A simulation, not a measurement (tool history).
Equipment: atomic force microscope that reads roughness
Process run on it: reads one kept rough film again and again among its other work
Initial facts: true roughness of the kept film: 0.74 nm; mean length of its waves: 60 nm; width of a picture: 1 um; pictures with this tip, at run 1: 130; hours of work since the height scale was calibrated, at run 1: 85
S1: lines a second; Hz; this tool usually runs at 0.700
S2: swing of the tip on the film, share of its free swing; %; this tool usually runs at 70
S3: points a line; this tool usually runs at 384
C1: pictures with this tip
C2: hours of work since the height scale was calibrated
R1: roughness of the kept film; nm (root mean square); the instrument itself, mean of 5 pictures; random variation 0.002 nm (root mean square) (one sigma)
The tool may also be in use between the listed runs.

run 1 hour=0.0 | S1=0.700 S2=70 S3=384 | C1=130 C2=85 | R1=0.699
run 2 hour=8.2 | S1=0.700 S2=70 S3=384 | C1=150 C2=91 | R1=0.695
run 3 hour=16.4 | S1=0.700 S2=57 S3=384 | C1=172 C2=97 | R1=0.710
run 4 hour=22.9 | S1=0.700 S2=81 S3=384 | C1=188 C2=102 | R1=0.672
run 5 hour=30.9 | S1=0.700 S2=70 S3=384 | C1=209 C2=107 | R1=0.690
run 6 hour=38.6 | S1=0.700 S2=80 S3=384 | C1=229 C2=113 | R1=0.670
run 7 hour=46.7 | S1=0.700 S2=80 S3=384 | C1=250 C2=119 | R1=0.670
-- hour=57.0 new tip fitted
run 8 hour=57.0 | S1=0.700 S2=80 S3=384 | C1=0 C2=126 | R1=0.683
run 9 hour=69.3 | S1=1.130 S2=70 S3=384 | C1=31 C2=135 | R1=0.687
run 10 hour=81.7 | S1=0.700 S2=70 S3=384 | C1=63 C2=145 | R1=0.701
run 11 hour=93.6 | S1=0.700 S2=70 S3=384 | C1=94 C2=153 | R1=0.702
run 12 hour=101.9 | S1=0.700 S2=70 S3=384 | C1=115 C2=159 | R1=0.698
run 13 hour=113.8 | S1=0.700 S2=70 S3=384 | C1=146 C2=168 | R1=0.696
run 14 hour=120.5 | S1=0.700 S2=70 S3=384 | C1=163 C2=173 | R1=0.694
run 15 hour=131.7 | S1=0.700 S2=70 S3=384 | C1=192 C2=181 | R1=0.692
run 16 hour=139.5 | S1=0.700 S2=70 S3=384 | C1=211 C2=187 | R1=0.695
run 17 hour=151.9 | S1=0.700 S2=70 S3=384 | C1=243 C2=196 | R1=0.689
-- hour=164.6 new tip fitted
run 18 hour=165.2 | S1=0.700 S2=66 S3=384 | C1=1 C2=206 | R1=0.708
run 19 hour=172.2 | S1=0.700 S2=70 S3=384 | C1=19 C2=211 | R1=0.703
run 20 hour=182.5 | S1=0.700 S2=70 S3=384 | C1=46 C2=218 | R1=0.702
run 21 hour=190.7 | S1=0.700 S2=70 S3=384 | C1=67 C2=224 | R1=0.698
run 22 hour=201.5 | S1=0.700 S2=70 S3=384 | C1=94 C2=232 | R1=0.698
run 23 hour=209.2 | S1=0.700 S2=61 S3=384 | C1=114 C2=238 | R1=0.708
run 24 hour=221.1 | S1=1.502 S2=59 S3=268 | C1=145 C2=247 | R1=0.693
run 25 hour=232.3 | S1=0.919 S2=59 S3=471 | C1=174 C2=255 | R1=0.704
run 26 hour=242.1 | S1=0.919 S2=59 S3=471 | C1=199 C2=262 | R1=0.705
run 27 hour=254.1 | S1=1.149 S2=59 S3=313 | C1=230 C2=271 | R1=0.695
run 28 hour=265.6 | S1=0.700 S2=79 S3=384 | C1=259 C2=280 | R1=0.673
-- hour=273.0 new tip fitted
run 29 hour=274.2 | S1=0.700 S2=88 S3=384 | C1=3 C2=286 | R1=0.670
run 30 hour=281.5 | S1=0.700 S2=88 S3=384 | C1=22 C2=291 | R1=0.666
run 31 hour=290.8 | S1=0.857 S2=70 S3=367 | C1=45 C2=298 | R1=0.696
run 32 hour=298.1 | S1=0.914 S2=69 S3=367 | C1=64 C2=303 | R1=0.694
run 33 hour=304.7 | S1=1.934 S2=67 S3=342 | C1=81 C2=308 | R1=0.669
run 34 hour=316.7 | S1=0.539 S2=61 S3=942 | C1=112 C2=317 | R1=0.712
run 35 hour=328.3 | S1=3.903 S2=68 S3=384 | C1=142 C2=325 | R1=0.605
run 36 hour=334.2 | S1=2.504 S2=58 S3=341 | C1=157 C2=330 | R1=0.676
run 37 hour=347.0 | S1=2.504 S2=58 S3=341 | C1=190 C2=339 | R1=0.677
run 38 hour=356.3 | S1=0.548 S2=62 S3=267 | C1=214 C2=346 | R1=0.705
run 39 hour=362.6 | S1=0.548 S2=62 S3=267 | C1=230 C2=351 | R1=0.702
run 40 hour=373.6 | S1=0.548 S2=62 S3=267 | C1=258 C2=359 | R1=0.703
-- hour=381.1 new tip fitted
run 41 hour=386.7 | S1=1.321 S2=70 S3=465 | C1=14 C2=368 | R1=0.683
run 42 hour=396.5 | S1=1.164 S2=73 S3=465 | C1=40 C2=375 | R1=0.682
run 43 hour=402.0 | S1=0.957 S2=89 S3=356 | C1=54 C2=379 | R1=0.640
run 44 hour=410.6 | S1=2.262 S2=79 S3=384 | C1=76 C2=386 | R1=0.604

Each row is a separate what-if for the run after 44, all from the same tool condition, not one after another. Results?
run A hour=422.9 | S1=1.877 S2=68 S3=687 | C1=107 C2=395 | R1=?
run B hour=422.9 | S1=1.340 S2=79 S3=635 | C1=107 C2=395 | R1=?
run C hour=422.9 | S1=1.062 S2=70 S3=312 | C1=107 C2=395 | R1=?
run D hour=422.9 | S1=2.254 S2=70 S3=363 | C1=107 C2=395 | R1=?

run=A R1=0.667
run=B R1=0.648
run=C R1=0.685
run=D R1=0.644
Stripped of hidden state, with their random variation kept, the same runs would have yielded:
run=A R1=0.671
run=B R1=0.651
run=C R1=0.689
run=D R1=0.648
